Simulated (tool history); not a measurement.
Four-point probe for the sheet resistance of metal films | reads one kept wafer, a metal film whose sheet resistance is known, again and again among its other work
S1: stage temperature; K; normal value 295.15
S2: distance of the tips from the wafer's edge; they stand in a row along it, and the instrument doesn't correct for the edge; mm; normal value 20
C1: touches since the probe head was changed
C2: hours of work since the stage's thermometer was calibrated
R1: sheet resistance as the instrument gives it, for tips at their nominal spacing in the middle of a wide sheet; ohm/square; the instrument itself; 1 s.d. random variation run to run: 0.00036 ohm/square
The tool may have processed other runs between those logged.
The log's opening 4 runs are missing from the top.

Run 5, hour 124.6: usual settings but S2 16 mm; C1 2546; C2 213. Result: R1 1.791983 ohm/square.
Run 6, hour 142.7: usual settings but S2 16 mm; C1 2813; C2 220. Result: R1 1.791767 ohm/square.
Run 7, hour 174.3: usual settings but S1 294.15 K; C1 3278; C2 233. Result: R1 1.792001 ohm/square.
Run 8, hour 192.3: usual settings but S1 303.15 K; C1 3544; C2 240. Result: R1 1.781495 ohm/square.
Run 9, hour 219.7: usual settings; C1 3946; C2 251. Result: R1 1.791199 ohm/square.
Run 10, hour 247.1: usual settings but S2 31 mm; C1 4349; C2 262. Result: R1 1.791104 ohm/square.
Run 11, hour 273.5: usual settings; C1 4737; C2 273. Result: R1 1.791425 ohm/square.
Run 12, hour 313.9: usual settings; C1 5332; C2 289. Result: R1 1.791777 ohm/square.
Run 13, hour 350.1: usual settings; C1 5865; C2 304. Result: R1 1.791406 ohm/square.
Run 14, hour 387.4: usual settings; C1 6414; C2 319. Result: R1 1.791468 ohm/square.
Run 15, hour 431.1: usual settings; C1 7057; C2 336. Result: R1 1.791589 ohm/square.
Run 16, hour 462.8: usual settings but S1 303.15 K; C1 7524; C2 349. Result: R1 1.781922 ohm/square.
Run 17, hour 480.9: usual settings but S2 3 mm; C1 7790; C2 356. Result: R1 1.817820 ohm/square.
Run 18, hour 505.6: usual settings; C1 8153; C2 366. Result: R1 1.791444 ohm/square.
Run 19, hour 531.9: usual settings; C1 8541; C2 377. Result: R1 1.792171 ohm/square.
Run 20, hour 574.1: usual settings but S1 306.15 K; C1 9162; C2 394. Result: R1 1.779453 ohm/square.
Run 21, hour 603.4: usual settings but S1 306.15 K; C1 9594; C2 406. Result: R1 1.778953 ohm/square.
Run 22, hour 622.4: usual settings but S2 4 mm; C1 9872; C2 413. Result: R1 1.806823 ohm/square.
Run 23, hour 663.5: usual settings but S2 28 mm; C1 10477; C2 430. Result: R1 1.792029 ohm/square.
Run 24, hour 692.9: usual settings but S1 300.15 K, S2 4 mm; C1 10910; C2 442. Result: R1 1.800805 ohm/square.
Run 25, hour 725.0: usual settings but S1 301.15 K, S2 49 mm; C1 11383; C2 455. Result: R1 1.784905 ohm/square.
Run 26, hour 755.4: usual settings but S1 294.15 K, S2 10 mm; C1 11831; C2 467. Result: R1 1.795103 ohm/square.
Run 27, hour 787.7: usual settings but S1 294.15 K, S2 10 mm; C1 12305; C2 480. Result: R1 1.795235 ohm/square.
Run 28, hour 808.1: usual settings but S1 304.15 K, S2 15 mm; C1 12606; C2 488. Result: R1 1.781583 ohm/square.

Predict the results of run 29:
Run 29, hour 842.6: usual settings but S1 304.15 K, S2 25 mm; C1 13114; C2 502. Result: R1 ?.

Run 29 yielded R1 1.781814 ohm/square.
Had the tool carried no hidden state, the very same run would have given R1 1.781358 ohm/square.
